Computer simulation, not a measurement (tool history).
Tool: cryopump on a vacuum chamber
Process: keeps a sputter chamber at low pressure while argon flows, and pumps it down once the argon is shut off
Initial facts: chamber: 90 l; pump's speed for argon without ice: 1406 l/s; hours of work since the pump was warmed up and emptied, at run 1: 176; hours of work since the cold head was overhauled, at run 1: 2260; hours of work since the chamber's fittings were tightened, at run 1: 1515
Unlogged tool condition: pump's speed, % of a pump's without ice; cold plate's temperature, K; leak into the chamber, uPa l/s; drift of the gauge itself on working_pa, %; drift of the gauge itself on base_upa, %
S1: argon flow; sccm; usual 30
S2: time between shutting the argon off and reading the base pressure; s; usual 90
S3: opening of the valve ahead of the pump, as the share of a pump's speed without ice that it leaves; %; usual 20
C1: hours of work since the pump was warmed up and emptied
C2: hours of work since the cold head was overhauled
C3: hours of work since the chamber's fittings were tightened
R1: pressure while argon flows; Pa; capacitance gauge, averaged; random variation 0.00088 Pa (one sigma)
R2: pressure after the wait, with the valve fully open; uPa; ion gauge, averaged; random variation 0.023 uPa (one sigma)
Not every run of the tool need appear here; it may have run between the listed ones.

{"run": 1, "hour": 0.0, "S1": 30, "S2": 90, "S3": 20, "C1": 176, "C2": 2260, "C3": 1515, "R1": 0.1889, "R2": 1.83}
{"run": 2, "hour": 56.8, "S1": 30, "S2": 90, "S3": 20, "C1": 217, "C2": 2301, "C3": 1556, "R1": 0.1892, "R2": 1.94}
{"run": 3, "hour": 104.2, "S1": 30, "S2": 90, "S3": 20, "C1": 251, "C2": 2336, "C3": 1590, "R1": 0.1926, "R2": 1.94}
{"run": 4, "hour": 168.1, "S1": 30, "S2": 90, "S3": 20, "C1": 297, "C2": 2382, "C3": 1636, "R1": 0.1959, "R2": 2.08}
{"run": 5, "hour": 213.3, "S1": 30, "S2": 90, "S3": 20, "C1": 330, "C2": 2414, "C3": 1669, "R1": 0.1982, "R2": 2.16}
{"hour": 268.0, "done": "pump warmed up, emptied and cooled again"}
{"run": 6, "hour": 300.1, "S1": 30, "S2": 90, "S3": 20, "C1": 23, "C2": 2474, "C3": 1728, "R1": 0.1812, "R2": 1.78}
{"run": 7, "hour": 352.6, "S1": 30, "S2": 20, "S3": 20, "C1": 61, "C2": 2511, "C3": 1766, "R1": 0.1858, "R2": 3.79}
{"run": 8, "hour": 413.1, "S1": 30, "S2": 90, "S3": 20, "C1": 105, "C2": 2555, "C3": 1810, "R1": 0.1863, "R2": 1.88}
{"run": 9, "hour": 500.0, "S1": 30, "S2": 21, "S3": 20, "C1": 168, "C2": 2618, "C3": 1872, "R1": 0.1879, "R2": 3.67}
{"run": 10, "hour": 551.3, "S1": 26, "S2": 90, "S3": 20, "C1": 205, "C2": 2655, "C3": 1909, "R1": 0.1641, "R2": 2.04}
{"hour": 561.9, "done": "leaking fittings of the chamber tightened, without venting"}
{"run": 11, "hour": 628.4, "S1": 26, "S2": 90, "S3": 20, "C1": 259, "C2": 2709, "C3": 48, "R1": 0.1657, "R2": 0.86}
{"run": 12, "hour": 704.5, "S1": 26, "S2": 90, "S3": 20, "C1": 314, "C2": 2764, "C3": 103, "R1": 0.168, "R2": 0.86}
{"run": 13, "hour": 760.0, "S1": 30, "S2": 224, "S3": 20, "C1": 354, "C2": 2804, "C3": 143, "R1": 0.1973, "R2": 0.68}
{"hour": 781.7, "done": "pump warmed up, emptied and cooled again"}
{"run": 14, "hour": 828.0, "S1": 30, "S2": 224, "S3": 20, "C1": 33, "C2": 2850, "C3": 189, "R1": 0.1827, "R2": 0.58}
{"run": 15, "hour": 867.0, "S1": 30, "S2": 90, "S3": 20, "C1": 62, "C2": 2878, "C3": 217, "R1": 0.1828, "R2": 0.88}
{"run": 16, "hour": 905.4, "S1": 30, "S2": 90, "S3": 20, "C1": 89, "C2": 2906, "C3": 245, "R1": 0.1861, "R2": 0.92}
{"run": 17, "hour": 993.1, "S1": 30, "S2": 279, "S3": 20, "C1": 153, "C2": 2969, "C3": 308, "R1": 0.1868, "R2": 0.63}
{"run": 18, "hour": 1056.4, "S1": 14, "S2": 74, "S3": 21, "C1": 198, "C2": 3015, "C3": 354, "R1": 0.0847, "R2": 1.18}

What does the tool deliver on the next run?
{"run": 19, "hour": 1112.5, "S1": 44, "S2": 42, "S3": 16, "C1": 239, "C2": 3055, "C3": 394, "R1": "?", "R2": "?"}

R1: 0.3446 Pa
R2: 1.67 uPa
Were there no unlogged condition in the tool, this run, its random variation unchanged, would have produced R1 0.3287 Pa, R2 1.33 uPa.

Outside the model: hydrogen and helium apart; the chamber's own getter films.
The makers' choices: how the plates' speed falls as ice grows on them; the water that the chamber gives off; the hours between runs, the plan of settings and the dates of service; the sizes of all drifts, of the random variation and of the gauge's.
